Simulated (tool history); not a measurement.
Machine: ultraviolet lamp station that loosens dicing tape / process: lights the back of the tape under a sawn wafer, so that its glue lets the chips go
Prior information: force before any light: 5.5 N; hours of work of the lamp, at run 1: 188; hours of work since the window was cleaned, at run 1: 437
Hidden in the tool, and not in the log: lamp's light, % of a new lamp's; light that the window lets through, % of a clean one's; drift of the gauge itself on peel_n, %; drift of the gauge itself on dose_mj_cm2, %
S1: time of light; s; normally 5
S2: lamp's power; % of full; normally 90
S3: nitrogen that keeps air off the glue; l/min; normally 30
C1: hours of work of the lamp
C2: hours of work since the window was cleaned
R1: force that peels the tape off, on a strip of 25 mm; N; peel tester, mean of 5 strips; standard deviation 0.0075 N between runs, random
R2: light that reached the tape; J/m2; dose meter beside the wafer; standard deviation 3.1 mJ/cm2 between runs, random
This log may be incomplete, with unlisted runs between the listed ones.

run   hour  S1  S2  S3   C1   C2     R1    R2
  1      0   5  90  30  188  437  0.352  3870
  2   24.4   5  90  25  200  448  0.381  3900
      49.4  -- window cleaned of glue's vapour
  3   49.7   5  90  25  211    0  0.426  3610
  4   73.9   5  90  16  222   11  0.627  3580
  5   98.9   5  90  16  234   23    0.6  3580
  6    134   4  90  16  250   39   0.88  2810
     143.7  -- window cleaned of glue's vapour, once more
  7  158.2   4  90  16  261    7  0.596  3410
  8  188.8   4  90  16  275   21  0.638  3410
  9  229.8   4  90  16  294   40  0.641  3410
 10  253.1   4  90  16  305   51  0.685  3370
 11  288.6   6  90  13  322   67  0.393  5030
 12  329.9   6  90  13  341   86  0.398  4950
 13  351.3   5  95  29  351   96  0.308  4390

Predict the results of run 14:
 14  373.3   6  64  25  361  106   ?   ?

{"run 14": {"R1": 0.455, "R2": 3530}}
Had the tool carried no hidden state, the very same run would have given R1 0.371 N, R2 4050 J/m2.
